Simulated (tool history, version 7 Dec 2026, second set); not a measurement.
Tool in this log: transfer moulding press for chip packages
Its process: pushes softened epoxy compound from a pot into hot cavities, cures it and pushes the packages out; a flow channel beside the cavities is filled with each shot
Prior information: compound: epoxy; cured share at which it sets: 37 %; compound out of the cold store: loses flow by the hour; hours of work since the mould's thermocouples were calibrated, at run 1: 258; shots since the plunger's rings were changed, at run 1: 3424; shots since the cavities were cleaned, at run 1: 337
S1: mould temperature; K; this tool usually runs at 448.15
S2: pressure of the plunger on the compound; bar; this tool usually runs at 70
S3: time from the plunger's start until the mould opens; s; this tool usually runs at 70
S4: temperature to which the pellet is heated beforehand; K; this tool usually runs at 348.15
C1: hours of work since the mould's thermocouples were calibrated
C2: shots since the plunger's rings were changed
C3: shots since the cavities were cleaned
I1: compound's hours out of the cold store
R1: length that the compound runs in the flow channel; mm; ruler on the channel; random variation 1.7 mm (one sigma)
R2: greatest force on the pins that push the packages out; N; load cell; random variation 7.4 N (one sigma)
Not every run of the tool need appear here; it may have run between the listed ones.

run   hour      S1    S2   S3      S4   C1    C2   C3    I1   R1    R2
  1      0  448.15    70   70  348.15  258  3424  337  10.9  542   484
  2    8.2  448.15    70   70  347.15  262  3527  440  32.5  487   490
  3   14.5  448.15  54.6   70  347.15  266  3606  519  32.3  429   502
  4     27  448.15  54.6   70  347.15  273  3762  675    19  456   570
  5     36  448.15  54.6   70  347.15  278  3875  788  27.5  439   568
  6   50.2  448.15    70   70  348.15  286  4053  966    38  472   575
      52.8  -- cavities cleaned with cleaning compound and waxed
  7   60.8  448.15    70  101  348.15  291  4166  100  14.6  530   281
  8   70.3  448.15  82.9   70  348.15  297  4286  220  43.2  501   414
  9   84.3  448.15  82.9   70  348.15  305  4460  394  17.1  563   516
      96.6  -- plunger's sealing rings changed
 10   98.2  448.15  82.9   70  348.15  311    20  537  29.8  547   521
 11  107.2  448.15  82.9   70  348.15  316   132  649   9.3  601   610
     110.5  -- mould's thermocouples calibrated
 12  122.4  448.15  82.9   61  348.15    7   298  815  17.4  577   812
 13  130.4  448.15  82.9   61  348.15   11   399  916  42.5  513   756
     135.7  -- mould's thermocouples calibrated, once more
     138.9  -- cavities cleaned with cleaning compound and waxed
 14  141.8  448.15  52.9   52  348.15    3   497   36  47.7  400   631
 15  148.3  449.15  74.5   97  348.15    6   578  117  30.1  516   271
 16  159.3  444.15  54.6   52  346.15   13   716  255  26.1  459  1153
 17  172.6  443.15    61   97  353.15   20   882  421  31.5  472   422
 18  178.7  451.15  58.3   79  346.15   24   959  498  31.3  446   404
 19    189  451.15  58.3   79  346.15   29  1087  626  23.2  465   438
 20  203.4  454.15  74.7   78  347.15   38  1268  807  42.3  474   435
 21  213.6  454.15  74.7   78  347.15   43  1395  934  17.1  533   424
     217.8  -- cavities cleaned with cleaning compound and waxed
 22  222.5  454.15  74.7   93  347.15   48  1488   59  26.8  507   249
 23  234.1  453.15  81.7   98  345.15   54  1633  204    13  572   313
 24  245.9  453.15  81.7   98  345.15   61  1781  352  20.4  551   351
 25  255.3  453.15  81.7   98  345.15   66  1898  469  32.6  518   389

Each row is a separate what-if for the run after 25, all from the same tool condition, not one after another. Results?
  A  269.4  453.15  55.3  55  341.15  74  2075  646   8.6   ?   ?
  B  269.4  453.15  57.5  97  345.15  74  2075  646  34.7   ?   ?
  C  269.4  453.15  81.7  97  350.15  74  2075  646  18.6   ?   ?

run   R1   R2
  A  475  808
  B  430  399
  C  555  424
The same runs, with their run-to-run variation unchanged, on a tool lacking any hidden condition would have given:
run   R1   R2
  A  484  423
  B  438  208
  C  564  220
